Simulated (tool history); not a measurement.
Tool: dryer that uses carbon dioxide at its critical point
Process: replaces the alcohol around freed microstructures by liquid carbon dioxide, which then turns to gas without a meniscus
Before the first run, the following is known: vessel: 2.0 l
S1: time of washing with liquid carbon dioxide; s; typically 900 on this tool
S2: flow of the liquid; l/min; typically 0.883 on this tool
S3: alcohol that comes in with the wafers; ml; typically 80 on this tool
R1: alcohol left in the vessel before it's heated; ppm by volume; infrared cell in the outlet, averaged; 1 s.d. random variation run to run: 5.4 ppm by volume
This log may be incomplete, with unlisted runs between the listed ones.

run,hour,S1,S2,S3,R1
1,0,900,0.883,80,191
2,15.3,900,0.883,80,183
3,26.9,900,0.883,80,188
4,42.5,900,0.883,60,165
5,59.5,900,1.105,60,75
6,72,900,0.664,80,681
7,80.9,900,0.664,80,699
8,93.3,900,0.883,80,200
9,102.5,900,0.883,80,202
10,120.8,900,0.883,112,270
11,139.9,900,0.883,90,230
12,152.5,900,0.883,90,235
13,162.5,900,0.883,90,239
14,181.1,900,0.883,90,229
15,192,900,0.883,80,219
16,210.1,900,0.883,80,217
17,218.6,660,0.883,80,766
18,233.2,660,0.883,80,789
19,248.2,900,0.883,80,242
20,266.8,900,0.883,80,228
21,278.4,900,0.883,80,232
22,289.6,900,0.91,80,206
23,298.3,900,0.91,80,206
24,317.2,900,0.568,44,804
25,331.5,720,0.762,84,1083
26,340.3,720,0.762,84,1124
27,348.9,720,0.762,84,1139
28,369.6,1080,1.131,45,80
29,388.7,1080,1.131,45,83
30,403.2,780,0.72,32,439
31,422.7,780,0.72,32,438
32,438,900,0.883,28,135
33,455.4,540,0.883,80,1683
34,470.6,1260,0.631,37,173
35,480.9,720,0.883,108,842
36,492.9,720,0.883,108,834
37,509.4,1260,0.883,63,103
38,530,900,0.958,27,132
39,545.3,900,0.742,63,465
40,565.8,900,0.742,63,485
41,577.2,1320,0.579,23,167
42,586.2,1320,0.579,23,174
43,595.9,1320,0.579,23,171
44,616.1,1320,0.579,23,173
45,626.8,840,0.883,80,386
46,638,840,0.883,80,396

Forecast each of these 5 alternatives for the next run:
A,657.8,660,0.883,80,?
B,657.8,600,0.561,73,?
C,657.8,1320,0.883,80,?
D,657.8,960,0.883,80,?
E,657.8,840,0.655,80,?

run,R1
A,957
B,4311
C,120
D,256
E,1217
With the hidden condition removed and each run's random variation left untouched, the same runs would have given:
run,R1
A,636
B,3541
C,19
D,103
E,842
